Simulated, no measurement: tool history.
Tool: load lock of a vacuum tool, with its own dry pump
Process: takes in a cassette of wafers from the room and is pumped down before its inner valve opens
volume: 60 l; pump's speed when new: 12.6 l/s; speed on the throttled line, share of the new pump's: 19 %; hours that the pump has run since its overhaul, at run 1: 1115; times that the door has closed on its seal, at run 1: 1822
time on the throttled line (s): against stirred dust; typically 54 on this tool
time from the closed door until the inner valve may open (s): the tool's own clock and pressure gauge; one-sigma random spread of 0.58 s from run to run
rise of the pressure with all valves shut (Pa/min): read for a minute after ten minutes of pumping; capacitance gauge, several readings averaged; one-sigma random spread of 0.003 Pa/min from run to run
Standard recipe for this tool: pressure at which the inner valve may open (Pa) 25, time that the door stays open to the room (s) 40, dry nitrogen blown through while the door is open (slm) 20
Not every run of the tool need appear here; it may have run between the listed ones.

run,hour,time on the throttled line (s),pressure at which the inner valve may open (Pa),time that the door stays open to the room (s),dry nitrogen blown through while the door is open (slm),hours that the pump has run since its overhaul,times that the door has closed on its seal,"incoming humidity of the room's air, %",time from the closed door until the inner valve may open (s),rise of the pressure with all valves shut (Pa/min)
1,0,54,25,40,20,1115,1822,44.1,83.6,0.035
2,93.4,54,25,40,20,1208,1936,45.9,84.4,0.035
3,150.3,54,25,40,12,1265,2005,46,84.2,0.047
4,222.6,54,25,40,12,1338,2093,44.3,83.8,0.035
5,266,54,25,40,12,1381,2145,44.9,83.1,0.044
6,359.2,54,25,40,12,1474,2259,46.5,83.9,0.043
7,421.7,54,25,40,20,1537,2335,44.4,83.7,0.034
8,473.3,54,25,40,20,1588,2397,43.5,84.3,0.034
9,513.3,54,25,40,20,1628,2446,43.9,83.4,0.036
10,599.6,54,25,40,20,1715,2551,46,83.6,0.034
11,651,54,25,40,20,1766,2613,42.5,83.1,0.034
12,702,54,25,40,24,1817,2675,42.6,85,0.034
13,776.7,54,25,40,20,1892,2766,43.6,83.9,0.038
14,850.3,54,25,40,20,1965,2855,40.8,84.4,0.033
15,936.8,54,25,40,20,2052,2960,45.5,84.6,0.045
16,994.2,54,25,40,20,2109,3030,44.9,83.4,0.04
17,1055.8,54,27,40,20,2171,3105,41.4,82.6,0.038
18,1095.6,54,28,40,20,2210,3153,46.9,83.8,0.038
19,1158.1,54,28,40,20,2273,3229,42.8,83.8,0.038
20,1239.7,54,32,40,20,2355,3328,43.9,81.9,0.04
21,1322.7,54,32,40,20,2438,3429,48.3,83.6,0.043
22,1374.6,54,32,40,20,2489,3492,43.8,82.1,0.041
23,1456.9,54,32,40,20,2572,3592,45.4,81.9,0.045
24,1519.5,54,32,40,20,2634,3668,43.9,83.1,0.039
25,1611.6,54,32,40,20,2727,3780,44.6,82.4,0.042
26,1692.7,37,32,217,20,2808,3879,45.8,69.4,0.071
27,1748.5,37,32,217,20,2863,3947,47.1,69.5,0.072
28,1810.9,73,37,116,23,2926,4022,47.9,96.9,0.056
29,1877.7,73,37,116,23,2993,4104,47.6,97.6,0.057
30,1961.5,54,25,40,9,3076,4205,43,83.6,0.051
31,2030.8,54,25,40,20,3146,4290,48.2,84.3,0.049
32,2124,53,25,44,20,3239,4403,44.3,84,0.043
33,2201.7,53,25,44,20,3317,4497,43.9,83.1,0.044
34,2261.9,53,25,44,20,3377,4570,46,82.6,0.045
35,2347.4,37,25,40,20,3462,4674,45.6,70.7,0.044
36,2437.3,37,25,40,20,3552,4784,44.1,71.1,0.047
37,2492.4,37,25,40,20,3607,4851,46.6,71.8,0.048

Each row is a separate what-if for the run after 37, all from the same tool condition, not one after another. Results?
A,2548,37,18,31,12,3663,4918,45,?,?
B,2548,58,25,40,20,3663,4918,45,?,?
C,2548,37,42,40,17,3663,4918,45.2,?,?

run,time from the closed door until the inner valve may open (s),rise of the pressure with all valves shut (Pa/min)
A,72.4,0.056
B,88.1,0.046
C,69,0.045
With no hidden state in the tool, these same runs would have given:
run,time from the closed door until the inner valve may open (s),rise of the pressure with all valves shut (Pa/min)
A,71,0.039
B,86.9,0.029
C,67.8,0.028
